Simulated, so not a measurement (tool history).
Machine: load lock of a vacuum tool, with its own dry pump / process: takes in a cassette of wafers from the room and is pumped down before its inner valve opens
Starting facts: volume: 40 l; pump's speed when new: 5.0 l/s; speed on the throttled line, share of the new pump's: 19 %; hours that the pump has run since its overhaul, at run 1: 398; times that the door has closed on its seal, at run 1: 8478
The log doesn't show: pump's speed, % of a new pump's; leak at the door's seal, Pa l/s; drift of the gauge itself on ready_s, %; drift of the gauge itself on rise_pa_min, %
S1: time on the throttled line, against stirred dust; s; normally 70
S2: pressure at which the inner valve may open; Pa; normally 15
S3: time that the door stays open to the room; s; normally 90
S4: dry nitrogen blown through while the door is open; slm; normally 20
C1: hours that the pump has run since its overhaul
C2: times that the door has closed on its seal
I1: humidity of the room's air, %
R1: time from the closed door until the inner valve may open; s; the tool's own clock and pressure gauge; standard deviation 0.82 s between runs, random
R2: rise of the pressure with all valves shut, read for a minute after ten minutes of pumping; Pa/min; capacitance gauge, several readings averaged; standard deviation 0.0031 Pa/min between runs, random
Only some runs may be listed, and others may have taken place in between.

run 1 hour=0 | S1=70 S2=15 S3=90 S4=20 | C1=398 C2=8478 | I1=42.7 | R1=129.2 R2=0.085
run 2 hour=38.2 | S1=70 S2=15 S3=76 S4=20 | C1=436 C2=8556 | I1=43.4 | R1=127.5 R2=0.075
run 3 hour=94.8 | S1=70 S2=15 S3=76 S4=20 | C1=493 C2=8672 | I1=45.5 | R1=128.6 R2=0.079
run 4 hour=138.7 | S1=70 S2=15 S3=90 S4=15 | C1=536 C2=8762 | I1=43.6 | R1=128.6 R2=0.084
run 5 hour=218 | S1=70 S2=15 S3=90 S4=15 | C1=616 C2=8925 | I1=46.1 | R1=126.8 R2=0.087
run 6 hour=257.8 | S1=70 S2=30 S3=90 S4=20 | C1=656 C2=9006 | I1=48.6 | R1=123.1 R2=0.086
run 7 hour=340.6 | S1=70 S2=30 S3=90 S4=20 | C1=738 C2=9176 | I1=44.3 | R1=121.4 R2=0.085
run 8 hour=389.6 | S1=54 S2=15 S3=52 S4=20 | C1=787 C2=9277 | I1=44.3 | R1=115.2 R2=0.069
run 9 hour=440.6 | S1=87 S2=15 S3=59 S4=26 | C1=838 C2=9381 | I1=43.8 | R1=139.6 R2=0.07
run 10 hour=496.8 | S1=87 S2=20 S3=59 S4=44 | C1=895 C2=9497 | I1=45.1 | R1=139.4 R2=0.058
run 11 hour=546.7 | S1=87 S2=20 S3=59 S4=44 | C1=944 C2=9599 | I1=46.5 | R1=138.8 R2=0.069
run 12 hour=616.7 | S1=137 S2=21 S3=59 S4=44 | C1=1014 C2=9742 | I1=43.9 | R1=179.5 R2=0.066
run 13 hour=689.2 | S1=137 S2=20 S3=59 S4=44 | C1=1087 C2=9891 | I1=43.4 | R1=179.3 R2=0.064

Consider 3 possible next runs. They are alternatives, not a sequence: every one starts from the tool as it was left by run 13. What does each give?
run A hour=745.4 | S1=137 S2=20 S3=61 S4=44 | C1=1143 C2=10006 | I1=46.5 | R1=? R2=?
run B hour=745.4 | S1=137 S2=24 S3=104 S4=44 | C1=1143 C2=10006 | I1=47.1 | R1=? R2=?
run C hour=745.4 | S1=119 S2=13 S3=59 S4=44 | C1=1143 C2=10006 | I1=43.7 | R1=? R2=?

run=A R1=177.6 R2=0.063
run=B R1=178.9 R2=0.078
run=C R1=169.8 R2=0.063
Stripped of hidden state, with their random variation kept, the same runs would have yielded:
run=A R1=177 R2=0.034
run=B R1=178.3 R2=0.049
run=C R1=169.1 R2=0.034

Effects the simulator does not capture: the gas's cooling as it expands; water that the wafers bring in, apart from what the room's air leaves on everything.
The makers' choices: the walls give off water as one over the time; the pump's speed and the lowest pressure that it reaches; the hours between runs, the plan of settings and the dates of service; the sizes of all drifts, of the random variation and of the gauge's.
